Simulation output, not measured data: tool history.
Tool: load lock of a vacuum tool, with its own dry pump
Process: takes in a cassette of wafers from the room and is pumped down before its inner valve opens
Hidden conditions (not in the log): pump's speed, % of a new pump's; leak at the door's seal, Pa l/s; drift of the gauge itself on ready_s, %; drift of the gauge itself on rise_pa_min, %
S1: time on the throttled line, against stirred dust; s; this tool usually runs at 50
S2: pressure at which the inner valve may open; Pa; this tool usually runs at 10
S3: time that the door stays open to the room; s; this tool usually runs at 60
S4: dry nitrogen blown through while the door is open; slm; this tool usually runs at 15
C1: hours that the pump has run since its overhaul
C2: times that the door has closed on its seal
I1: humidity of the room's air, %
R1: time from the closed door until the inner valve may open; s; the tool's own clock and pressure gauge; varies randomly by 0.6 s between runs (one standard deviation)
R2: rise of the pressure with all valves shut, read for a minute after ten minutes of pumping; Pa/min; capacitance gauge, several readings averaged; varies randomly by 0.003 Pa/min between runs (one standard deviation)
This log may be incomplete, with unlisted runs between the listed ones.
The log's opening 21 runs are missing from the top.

| run | day | S1 | S2 | S3 | S4 | C1 | C2 | I1 | R1 | R2 |
|---|---|---|---|---|---|---|---|---|---|---|
| 22 | 76.438 | 50 | 7 | 26 | 15 | 6581 | 7881 | 43.9 | 100.4 | 0.070 |
| 23 | 81.346 | 25 | 10 | 98 | 31 | 6699 | 8157 | 41.7 | 80.3 | 0.078 |
| 24 | 84.167 | 26 | 11 | 30 | 15 | 6767 | 8315 | 44.4 | 80.4 | 0.079 |
| 25 | 88.554 | 26 | 11 | 192 | 15 | 6872 | 8562 | 42.4 | 81.4 | 0.101 |
| 26 | 93.867 | 26 | 16 | 60 | 15 | 6999 | 8860 | 42.2 | 77.4 | 0.091 |
| 27 | 98.292 | 26 | 16 | 60 | 15 | 7106 | 9108 | 42.7 | 78.5 | 0.085 |
| 28 | 101.100 | 52 | 10 | 60 | 15 | 7173 | 9266 | 45.8 | 100.1 | 0.090 |
| 29 | 105.167 | 50 | 12 | 60 | 15 | 7271 | 9494 | 49.4 | 97.9 | 0.096 |
| 30 | 108.017 | 36 | 18 | 66 | 41 | 7339 | 9655 | 44.4 | 84.1 | 0.082 |
| 31 | 111.458 | 58 | 12 | 121 | 8 | 7422 | 9848 | 46.3 | 102.7 | 0.131 |
| 32 | 116.650 | 82 | 12 | 238 | 35 | 7546 | 10139 | 44.7 | 122.6 | 0.106 |
| 33 | 118.921 | 82 | 14 | 238 | 35 | 7601 | 10267 | 43.6 | 119.2 | 0.099 |
| 34 | 121.338 | 50 | 10 | 66 | 15 | 7659 | 10403 | 48.2 | 99.7 | 0.107 |
| 35 | 125.112 | 50 | 10 | 60 | 13 | 7749 | 10615 | 46.5 | 100.4 | 0.109 |
| 36 | 130.596 | 50 | 10 | 60 | 13 | 7881 | 10923 | 42.9 | 100.8 | 0.110 |
| 37 | 135.429 | 50 | 10 | 60 | 13 | 7997 | 11194 | 45.0 | 98.7 | 0.114 |

Branching from run 37: 3 alternative next runs. What would each branch give?
| A | 140.000 | 50 | 9 | 60 | 15 | 8107 | 11451 | 41.8 | ? | ? |
| B | 140.000 | 50 | 15 | 35 | 36 | 8107 | 11451 | 43.4 | ? | ? |
| C | 140.000 | 50 | 10 | 110 | 13 | 8107 | 11451 | 44.2 | ? | ? |

| run | R1 | R2 |
|---|---|---|
| A | 100.3 | 0.110 |
| B | 96.3 | 0.096 |
| C | 98.4 | 0.130 |
What these runs would have given with no unlogged condition in the tool:
| run | R1 | R2 |
|---|---|---|
| A | 97.3 | 0.031 |
| B | 93.5 | 0.016 |
| C | 95.3 | 0.050 |
